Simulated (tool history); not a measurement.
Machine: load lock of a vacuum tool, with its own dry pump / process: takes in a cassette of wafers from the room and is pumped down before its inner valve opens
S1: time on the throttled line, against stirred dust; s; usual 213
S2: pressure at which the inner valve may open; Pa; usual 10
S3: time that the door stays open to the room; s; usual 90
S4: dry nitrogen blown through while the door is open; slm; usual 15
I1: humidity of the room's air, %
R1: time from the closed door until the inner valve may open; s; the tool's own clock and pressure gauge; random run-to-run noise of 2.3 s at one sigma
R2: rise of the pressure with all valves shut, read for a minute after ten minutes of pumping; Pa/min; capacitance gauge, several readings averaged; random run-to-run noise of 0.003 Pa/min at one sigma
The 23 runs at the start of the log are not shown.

run     hour   S1  S2   S3  S4    I1     R1     R2
 24  11166.2  123  10  122   6  45.8  299.8  0.073
 25  11778.8  123  10  122   6  44.4  301.8  0.069
 26  12484.3  198  13   32  26  43.1  362.5  0.013
 27  13152.6  113  13   32   8  43.6  285.2  0.027
 28  13541.7  113   9   32   8  44.2  294.1  0.025
     14007.8  -- door's seal changed, seat wiped
 29  14208.5  214   9   32   4  43.7  381.7  0.032
 30  14791.9  133  10   90  20  45.7  309.4  0.042
 31    15228  270  19   47  21  43.7    413  0.024
 32  15628.7  232  19   68  21  43.6  377.8  0.032
 33  16055.6  121   7   58   9  43.6  307.1  0.036
 34  16467.1  119  10   90  11  45.7  297.9   0.05
 35  16764.7  284  11   98  18  43.1  438.1  0.044
 36  17320.1  213  16   59  44  46.7  369.7  0.021
 37  17870.5  343  10   59  44  49.5  494.1  0.022

3 options for the next run, each taken on its own from the tool as it stands now. Forecast them:
  A  18269.6  263  13  59  44  42.9   ?   ?
  B  18269.6  213  10  41  15  46.4   ?   ?
  C  18269.6  343   9  59  44  46.1   ?   ?

run     R1     R2
  A  421.6  0.016
  B  377.6  0.028
  C  493.1  0.018
Take away the tool's hidden state, keep each run's random variation, and the runs would have read:
run     R1     R2
  A  421.5  0.015
  B  377.5  0.027
  C    493  0.017

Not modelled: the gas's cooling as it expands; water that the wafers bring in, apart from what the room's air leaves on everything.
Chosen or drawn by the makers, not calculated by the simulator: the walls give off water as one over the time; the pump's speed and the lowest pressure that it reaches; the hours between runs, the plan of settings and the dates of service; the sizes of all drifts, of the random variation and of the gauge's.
